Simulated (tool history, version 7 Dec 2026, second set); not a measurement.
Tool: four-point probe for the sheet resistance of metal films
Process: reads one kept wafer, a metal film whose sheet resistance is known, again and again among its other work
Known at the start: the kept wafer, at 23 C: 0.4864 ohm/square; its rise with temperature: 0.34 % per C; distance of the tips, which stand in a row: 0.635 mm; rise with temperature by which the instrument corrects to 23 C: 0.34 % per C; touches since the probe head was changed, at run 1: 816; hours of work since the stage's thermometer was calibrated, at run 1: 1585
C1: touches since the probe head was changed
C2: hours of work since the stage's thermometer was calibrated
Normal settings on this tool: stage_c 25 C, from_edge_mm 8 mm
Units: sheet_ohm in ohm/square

run 1 day=0 | stage_c=25 from_edge_mm=8 | C1=816 C2=1585 | sheet_ohm=0.487977
run 2 day=1.508 | stage_c=23 from_edge_mm=8 | C1=1574 C2=1606 | sheet_ohm=0.487939
run 3 day=2.858 | stage_c=25 from_edge_mm=8 | C1=2252 C2=1625 | sheet_ohm=0.48821
run 4 day=5.192 | stage_c=25 from_edge_mm=8 | C1=3425 C2=1657 | sheet_ohm=0.487992
run 5 day=8.279 | stage_c=25 from_edge_mm=8 | C1=4976 C2=1700 | sheet_ohm=0.488249
run 6 day=11.158 | stage_c=25 from_edge_mm=8 | C1=6423 C2=1740 | sheet_ohm=0.488104
run 7 day=13.342 | stage_c=27 from_edge_mm=8 | C1=7519 C2=1770 | sheet_ohm=0.488178
run 8 day=15.238 | stage_c=27 from_edge_mm=8 | C1=8472 C2=1796 | sheet_ohm=0.488042
run 9 day=16.567 | stage_c=27 from_edge_mm=8 | C1=9140 C2=1814 | sheet_ohm=0.488268
run 10 day=18.392 | stage_c=25 from_edge_mm=11 | C1=10058 C2=1839 | sheet_ohm=0.487276
run 11 day=20.679 | stage_c=25 from_edge_mm=11 | C1=11207 C2=1871 | sheet_ohm=0.487134
run 12 day=23.096 | stage_c=32 from_edge_mm=11 | C1=12420 C2=1904 | sheet_ohm=0.487462
run 13 day=24.988 | stage_c=32 from_edge_mm=11 | C1=13372 C2=1931 | sheet_ohm=0.487498
run 14 day=26.508 | stage_c=25 from_edge_mm=8 | C1=14135 C2=1952 | sheet_ohm=0.488136
run 15 day=29.346 | stage_c=25 from_edge_mm=8 | C1=15562 C2=1991 | sheet_ohm=0.488062
run 16 day=32.5 | stage_c=25 from_edge_mm=8 | C1=17147 C2=2034 | sheet_ohm=0.488116
run 17 day=34.362 | stage_c=18 from_edge_mm=8 | C1=18082 C2=2060 | sheet_ohm=0.487871
run 18 day=36.392 | stage_c=25 from_edge_mm=6 | C1=19101 C2=2088 | sheet_ohm=0.489434
run 19 day=39.225 | stage_c=25 from_edge_mm=18 | C1=20525 C2=2127 | sheet_ohm=0.486889
run 20 day=41.638 | stage_c=25 from_edge_mm=38 | C1=21737 C2=2160 | sheet_ohm=0.486388
run 21 day=44.129 | stage_c=25 from_edge_mm=38 | C1=22990 C2=2195 | sheet_ohm=0.486411
run 22 day=46.654 | stage_c=25 from_edge_mm=69 | C1=24258 C2=2230 | sheet_ohm=0.486449
run 23 day=48.304 | stage_c=25 from_edge_mm=8 | C1=25088 C2=2253 | sheet_ohm=0.488029
run 24 day=51.012 | stage_c=28 from_edge_mm=19 | C1=26448 C2=2290 | sheet_ohm=0.486744
run 25 day=53.321 | stage_c=30 from_edge_mm=19 | C1=27608 C2=2322 | sheet_ohm=0.486865
run 26 day=56.358 | stage_c=29 from_edge_mm=30 | C1=29134 C2=2364 | sheet_ohm=0.486528
run 27 day=58.546 | stage_c=20 from_edge_mm=4 | C1=30233 C2=2394 | sheet_ohm=0.493065
run 28 day=59.829 | stage_c=20 from_edge_mm=4 | C1=30879 C2=2412 | sheet_ohm=0.492832
run 29 day=62.825 | stage_c=34 from_edge_mm=61 | C1=32383 C2=2453 | sheet_ohm=0.486699
run 30 day=64.271 | stage_c=25 from_edge_mm=68 | C1=33110 C2=2473 | sheet_ohm=0.486513
-- day=66.338 stage's thermometer calibrated
run 31 day=66.796 | stage_c=19 from_edge_mm=10 | C1=34369 C2=6 | sheet_ohm=0.487455
run 32 day=68.512 | stage_c=25 from_edge_mm=37 | C1=35230 C2=30 | sheet_ohm=0.486304
run 33 day=69.888 | stage_c=30 from_edge_mm=9 | C1=35922 C2=49 | sheet_ohm=0.487731
run 34 day=71.5 | stage_c=19 from_edge_mm=13 | C1=36731 C2=71 | sheet_ohm=0.486998
run 35 day=72.921 | stage_c=21 from_edge_mm=16 | C1=37445 C2=91 | sheet_ohm=0.486652
run 36 day=74.633 | stage_c=21 from_edge_mm=12 | C1=38305 C2=115 | sheet_ohm=0.487109
run 37 day=76.625 | stage_c=32 from_edge_mm=10 | C1=39306 C2=142 | sheet_ohm=0.487735
run 38 day=78.796 | stage_c=25 from_edge_mm=17 | C1=40397 C2=172 | sheet_ohm=0.486615
run 39 day=80.467 | stage_c=29 from_edge_mm=32 | C1=41237 C2=195 | sheet_ohm=0.486702
run 40 day=82.983 | stage_c=29 from_edge_mm=32 | C1=42501 C2=230 | sheet_ohm=0.48653
run 41 day=84.375 | stage_c=29 from_edge_mm=32 | C1=43200 C2=249 | sheet_ohm=0.486704
run 42 day=86.204 | stage_c=29 from_edge_mm=32 | C1=44121 C2=274 | sheet_ohm=0.486522
run 43 day=88.162 | stage_c=20 from_edge_mm=27 | C1=45104 C2=301 | sheet_ohm=0.486288
run 44 day=90.683 | stage_c=26 from_edge_mm=5 | C1=46371 C2=336 | sheet_ohm=0.490707
run 45 day=92.638 | stage_c=26 from_edge_mm=5 | C1=47353 C2=363 | sheet_ohm=0.490672

Branching from run 45: 3 alternative next runs. What would each branch give?
run A day=95.238 | stage_c=33 from_edge_mm=32 | C1=48658 C2=399 | sheet_ohm=?
run B day=95.238 | stage_c=30 from_edge_mm=8 | C1=48658 C2=399 | sheet_ohm=?
run C day=95.238 | stage_c=20 from_edge_mm=4 | C1=48658 C2=399 | sheet_ohm=?

run=A sheet_ohm=0.486674
run=B sheet_ohm=0.488195
run=C sheet_ohm=0.492849
What these runs would have given with no unlogged condition in the tool:
run=A sheet_ohm=0.486704
run=B sheet_ohm=0.488224
run=C sheet_ohm=0.492879
